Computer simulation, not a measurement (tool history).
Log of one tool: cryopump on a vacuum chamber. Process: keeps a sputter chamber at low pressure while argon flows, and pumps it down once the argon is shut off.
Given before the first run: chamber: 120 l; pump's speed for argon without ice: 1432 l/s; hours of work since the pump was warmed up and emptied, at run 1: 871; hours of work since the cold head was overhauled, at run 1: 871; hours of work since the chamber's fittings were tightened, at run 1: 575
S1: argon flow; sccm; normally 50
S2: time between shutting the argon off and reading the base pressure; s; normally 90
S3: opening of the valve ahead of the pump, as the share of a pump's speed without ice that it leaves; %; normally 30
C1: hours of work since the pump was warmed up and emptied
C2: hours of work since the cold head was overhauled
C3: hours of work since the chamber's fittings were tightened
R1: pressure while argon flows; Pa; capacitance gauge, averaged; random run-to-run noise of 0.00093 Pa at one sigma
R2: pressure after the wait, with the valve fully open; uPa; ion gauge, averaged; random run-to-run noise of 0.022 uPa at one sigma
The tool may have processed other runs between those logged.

| run | day | S1 | S2 | S3 | C1 | C2 | C3 | R1 | R2 |
|---|---|---|---|---|---|---|---|---|---|
| 1 | 0 | 50 | 90 | 30 | 871 | 871 | 575 | 0.2144 | 2.46 |
| 2 | 1.75 | 50 | 90 | 30 | 901 | 901 | 605 | 0.2141 | 2.61 |
| 3 | 2.621 | 50 | 90 | 30 | 915 | 915 | 620 | 0.2164 | 2.62 |
| 4 | 3.838 | 50 | 90 | 49 | 936 | 936 | 641 | 0.1405 | 2.84 |
| 5 | 5.65 | 50 | 90 | 49 | 967 | 967 | 672 | 0.1409 | 2.93 |
| 6 | 6.433 | 50 | 90 | 16 | 981 | 981 | 685 | 0.3907 | 2.88 |
| 7 | 7.721 | 31 | 90 | 30 | 1003 | 1003 | 707 | 0.1357 | 2.94 |
| 8 | 8.888 | 31 | 90 | 30 | 1023 | 1023 | 727 | 0.1347 | 3.03 |
| 9 | 10.125 | 31 | 90 | 30 | 1044 | 1044 | 749 | 0.1343 | 3.13 |
| 10 | 11.354 | 31 | 90 | 30 | 1065 | 1065 | 770 | 0.1354 | 3.25 |
| 11 | 12.496 | 31 | 90 | 30 | 1084 | 1084 | 789 | 0.1364 | 3.24 |
|  | 13.029 | pump warmed up, emptied and cooled again |
| 12 | 14.367 | 50 | 90 | 16 | 23 | 1113 | 818 | 0.368 | 2.64 |
| 13 | 15.329 | 50 | 90 | 16 | 39 | 1129 | 834 | 0.3698 | 2.76 |
| 14 | 16.508 | 50 | 90 | 16 | 60 | 1149 | 854 | 0.3722 | 2.69 |
| 15 | 18.196 | 50 | 90 | 16 | 88 | 1178 | 883 | 0.3719 | 2.84 |
| 16 | 19.262 | 50 | 24 | 30 | 107 | 1197 | 901 | 0.2013 | 4.17 |
| 17 | 20.488 | 50 | 24 | 30 | 128 | 1218 | 922 | 0.2002 | 4.27 |
| 18 | 21.729 | 50 | 177 | 23 | 149 | 1239 | 944 | 0.2591 | 2.79 |
| 19 | 23.196 | 50 | 21 | 30 | 174 | 1264 | 969 | 0.1999 | 4.58 |
| 20 | 24.625 | 78 | 132 | 30 | 198 | 1288 | 993 | 0.3117 | 2.93 |
| 21 | 26.096 | 35 | 229 | 20 | 224 | 1314 | 1018 | 0.2094 | 2.93 |
| 22 | 27.212 | 47 | 90 | 40 | 243 | 1333 | 1038 | 0.1443 | 3.28 |
| 23 | 28.183 | 21 | 146 | 48 | 259 | 1349 | 1054 | 0.0532 | 3.16 |
| 24 | 28.929 | 21 | 146 | 48 | 272 | 1362 | 1067 | 0.0544 | 3.24 |
| 25 | 30.188 | 20 | 151 | 30 | 294 | 1384 | 1088 | 0.0808 | 3.23 |
| 26 | 30.946 | 94 | 53 | 18 | 307 | 1397 | 1101 | 0.6264 | 3.8 |
| 27 | 32.183 | 71 | 88 | 18 | 328 | 1418 | 1123 | 0.4747 | 3.62 |
| 28 | 33.867 | 71 | 88 | 18 | 357 | 1447 | 1151 | 0.4752 | 3.68 |
|  | 34.375 | leaking fittings of the chamber tightened, without venting |
| 29 | 35.658 | 50 | 101 | 30 | 386 | 1476 | 22 | 0.2043 | 0.71 |
| 30 | 37.212 | 50 | 101 | 30 | 412 | 1502 | 48 | 0.2053 | 0.77 |
| 31 | 38.758 | 50 | 101 | 30 | 439 | 1529 | 75 | 0.2064 | 0.82 |
| 32 | 40.188 | 32 | 35 | 23 | 463 | 1553 | 99 | 0.1697 | 1.67 |
| 33 | 41.088 | 26 | 35 | 31 | 479 | 1569 | 115 | 0.105 | 1.76 |

How the hidden state differs across the entries between the runs, from the last listed run before each to the first after it:
Logged between run 11 and run 12: pump warmed up, emptied and cooled again (day 13.029)
  pump's speed, % of a pump's without ice: 72.4 -> 98.9; cold plate's temperature, K: 12.61 -> 12.63; leak into the chamber, uPa l/s: 2916 -> 3006
  measured value less the no-hidden-state value, R1: +0.0146 -> +0.0014 Pa; R2: +2.58 -> +1.96 uPa
Logged between run 28 and run 29: leaking fittings of the chamber tightened, without venting (day 34.375)
  pump's speed, % of a pump's without ice: 90.7 -> 89.9; cold plate's temperature, K: 12.78 -> 12.79; leak into the chamber, uPa l/s: 4068 -> 400
  measured value less the no-hidden-state value, R1: +0.0101 -> +0.0076 Pa; R2: +2.99 -> +0.1 uPa

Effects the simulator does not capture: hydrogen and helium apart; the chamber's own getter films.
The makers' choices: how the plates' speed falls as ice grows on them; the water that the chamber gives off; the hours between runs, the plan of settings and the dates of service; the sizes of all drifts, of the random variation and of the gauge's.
